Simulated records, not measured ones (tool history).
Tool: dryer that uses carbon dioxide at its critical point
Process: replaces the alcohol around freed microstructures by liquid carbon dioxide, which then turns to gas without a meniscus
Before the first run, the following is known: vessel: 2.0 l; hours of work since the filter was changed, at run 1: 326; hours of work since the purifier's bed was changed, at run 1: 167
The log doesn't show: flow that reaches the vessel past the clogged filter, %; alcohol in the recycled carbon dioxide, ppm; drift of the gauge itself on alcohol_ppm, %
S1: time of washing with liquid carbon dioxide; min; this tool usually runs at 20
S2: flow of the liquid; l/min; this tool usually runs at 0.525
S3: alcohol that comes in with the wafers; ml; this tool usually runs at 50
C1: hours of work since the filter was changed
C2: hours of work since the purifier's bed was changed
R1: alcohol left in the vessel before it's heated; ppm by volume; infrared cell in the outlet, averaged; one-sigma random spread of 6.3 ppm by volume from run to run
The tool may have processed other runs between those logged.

run 1 day=0.000 | S1=20 S2=0.525 S3=50 | C1=326 C2=167 | R1=386
run 2 day=0.783 | S1=20 S2=0.412 S3=50 | C1=338 C2=179 | R1=976
run 3 day=1.288 | S1=20 S2=0.412 S3=50 | C1=346 C2=187 | R1=977
run 4 day=2.138 | S1=20 S2=0.525 S3=50 | C1=359 C2=200 | R1=413
run 5 day=2.750 | S1=16 S2=0.525 S3=50 | C1=368 C2=209 | R1=906
run 6 day=3.275 | S1=19 S2=0.525 S3=50 | C1=376 C2=217 | R1=515
run 7 day=3.817 | S1=20 S2=0.525 S3=23 | C1=385 C2=226 | R1=229
run 8 day=4.604 | S1=20 S2=0.525 S3=23 | C1=397 C2=238 | R1=233
run 9 day=5.258 | S1=14 S2=0.525 S3=23 | C1=407 C2=248 | R1=663
run 10 day=6.112 | S1=14 S2=0.525 S3=23 | C1=420 C2=261 | R1=682
run 11 day=6.912 | S1=14 S2=0.525 S3=23 | C1=432 C2=273 | R1=694
run 12 day=7.646 | S1=21 S2=0.525 S3=50 | C1=444 C2=285 | R1=379
run 13 day=8.475 | S1=21 S2=0.525 S3=50 | C1=456 C2=297 | R1=401
run 14 day=9.021 | S1=24 S2=0.582 S3=50 | C1=465 C2=306 | R1=174
run 15 day=9.854 | S1=13 S2=0.459 S3=24 | C1=478 C2=319 | R1=1212

Forecast run 16:
run 16 day=10.233 | S1=17 S2=0.795 S3=50 | C1=483 C2=324 | R1=?

Run 16 yielded R1 200 ppm by volume.
Without the tool's hidden state the same run would have given R1 70 ppm by volume.

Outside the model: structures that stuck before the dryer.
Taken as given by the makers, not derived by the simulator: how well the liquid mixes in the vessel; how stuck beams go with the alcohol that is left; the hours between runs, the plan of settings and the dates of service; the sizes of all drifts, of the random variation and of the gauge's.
